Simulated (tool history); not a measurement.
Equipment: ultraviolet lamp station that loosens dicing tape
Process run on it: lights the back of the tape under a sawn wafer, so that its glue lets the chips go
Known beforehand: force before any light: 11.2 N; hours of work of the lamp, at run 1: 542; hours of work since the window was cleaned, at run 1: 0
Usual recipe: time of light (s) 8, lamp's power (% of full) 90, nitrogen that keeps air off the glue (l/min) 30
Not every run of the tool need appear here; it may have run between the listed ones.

run   hour  time of light (s)  lamp's power (% of full)  nitrogen that keeps air off the glue (l/min)  hours of work of the lamp  hours of work since the window was cleaned  force that peels the tape off (N)  light that reached the tape (mJ/cm2)
  1      0                  8                        90                                            30                        542                                           0                              0.453                                   301
  2   19.9                  8                        90                                            30                        555                                          13                              0.455                                   302
  3   39.6                  8                        90                                            30                        568                                          26                              0.446                                   298
  4   65.2                  8                        71                                            30                        586                                          44                              0.895                                   232
  5   88.4                  8                        97                                            30                        601                                          59                              0.387                                   319
  6  115.8                  8                        97                                            30                        619                                          77                                0.4                                   315
  7  130.2                  8                        97                                            35                        629                                          87                              0.331                                   311
  8  155.5                  8                        90                                            30                        646                                         104                              0.502                                   292
  9  174.9                  8                        90                                            30                        659                                         117                              0.506                                   289
 10  186.5                  8                        62                                            30                        666                                         124                              1.313                                   201
 11  204.4                  8                        62                                            30                        678                                         136                              1.342                                   198
 12  222.5                  8                        62                                            30                        690                                         148                              1.312                                   196
 13  243.8                  8                        62                                            30                        705                                         163                              1.366                                   194
 14  264.5                 12                        62                                            56                        718                                         176                              0.251                                   298
 15  287.7                 12                        62                                            56                        734                                         192                              0.263                                   288
 16  313.3                 16                        90                                            25                        751                                         209                              0.081                                   562
 17  332.5                 16                        90                                            25                        764                                         222                               0.09                                   554
 18  356.1                  5                        67                                            32                        780                                         238                              2.627                                   133
 19  371.2                  5                        67                                            32                        790                                         248                              2.703                                   127
 20  385.8                 14                        75                                            30                        799                                         257                              0.187                                   402
 21  408.3                  5                        79                                            30                        814                                         272                              2.164                                   149
 22  427.2                  9                        90                                            30                        827                                         285                              0.453                                   307
 23  450.2                  9                        78                                            30                        842                                         300                              0.659                                   267
 24  462.5                  8                        62                                            10                        851                                         309                              3.255                                   186

Branching from run 24: 3 alternative next runs. What would each branch give?
  A   482                 11                        90                                            12                        864                                         322                                  ?                                     ?
  B   482                 11                        62                                            45                        864                                         322                                  ?                                     ?
  C   482                 14                        75                                            30                        864                                         322                                  ?                                     ?

run  force that peels the tape off (N)  light that reached the tape (mJ/cm2)
  A                              0.778                                   375
  B                              0.498                                   260
  C                              0.203                                   394
The same runs, with their run-to-run variation unchanged, on a tool lacking any hidden condition would have given:
run  force that peels the tape off (N)  light that reached the tape (mJ/cm2)
  A                              0.424                                   466
  B                              0.256                                   323
  C                              0.107                                   490
